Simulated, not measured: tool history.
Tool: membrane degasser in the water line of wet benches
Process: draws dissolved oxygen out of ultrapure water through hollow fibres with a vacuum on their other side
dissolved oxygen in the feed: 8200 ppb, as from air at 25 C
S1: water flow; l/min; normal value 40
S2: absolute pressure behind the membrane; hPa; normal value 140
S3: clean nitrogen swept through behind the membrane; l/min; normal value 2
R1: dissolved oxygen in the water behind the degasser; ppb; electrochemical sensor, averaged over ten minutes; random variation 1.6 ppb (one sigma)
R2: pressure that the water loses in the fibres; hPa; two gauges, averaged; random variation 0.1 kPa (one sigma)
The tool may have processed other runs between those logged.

run	hour	S1	S2	S3	R1	R2
1	0	40	140	2	525	385.8
2	54.5	40	209	2	792.1	387.2
3	104.8	40	209	2	789.2	384.3
4	163.5	40	140	2	525	384.1
5	206.2	40	140	3.46	346.7	387.4
6	254	40	163	2	616.6	385.2
7	306.5	40	163	2	615.2	388.1
8	338.8	40	163	2	620.3	387.3
9	389	40	179	2	677.3	387.1
10	422.6	40	179	2	679.4	386.2
11	463.7	40	140	2	530.8	387.7
12	513	40	140	2	528.8	387.3
13	550.3	39	140	2	514	376.4
14	584.9	40	127	2	473.9	388.9
15	621.2	40	127	2	477.1	387.3
16	655.9	50	127	2	622.9	483.2
17	699.3	44	321	1.23	1807.3	425.9
18	724.2	44	300	2	1223.4	427.1
19	778.8	34	300	4.09	536.2	330
20	810.5	39	177	2.43	562	376
21	855	39	148	2.43	469.9	377.1
22	894	62	143	2.65	758	599.2
23	923.3	27	140	2	352.9	261.8
24	953.9	58	169	1.49	1155.9	560.7
25	1014.3	58	169	1.49	1116.2	562.8
26	1040	50	146	2	679.7	485.9
27	1097.8	28	268	1.53	894	271.9
28	1129.6	28	268	1.53	891.8	273.3
29	1169.1	28	268	1.53	889.9	272
30	1197.3	28	268	1.53	893.4	270.8
31	1244.8	34	268	1.24	1231.2	329.4

Not shown here: 1 entry made in the log between runs. Locate each between two listed runs and compare the hidden state at the listed run before it with the hidden state at the listed run after it:
In the gap between runs 24 and 25: vacuum gauge calibrated (hour 999.3)
  membrane still open, %: 99.4 -> 99.3; true pressure behind the membrane over the reading, kPa: 0.63 -> -0.02; air that leaks in behind the membrane, l/min: 0.01 -> 0.0101
  measured minus no-state result, R1: +42.9 -> +3.4 ppb; R2: +3.7 -> +3.8 hPa
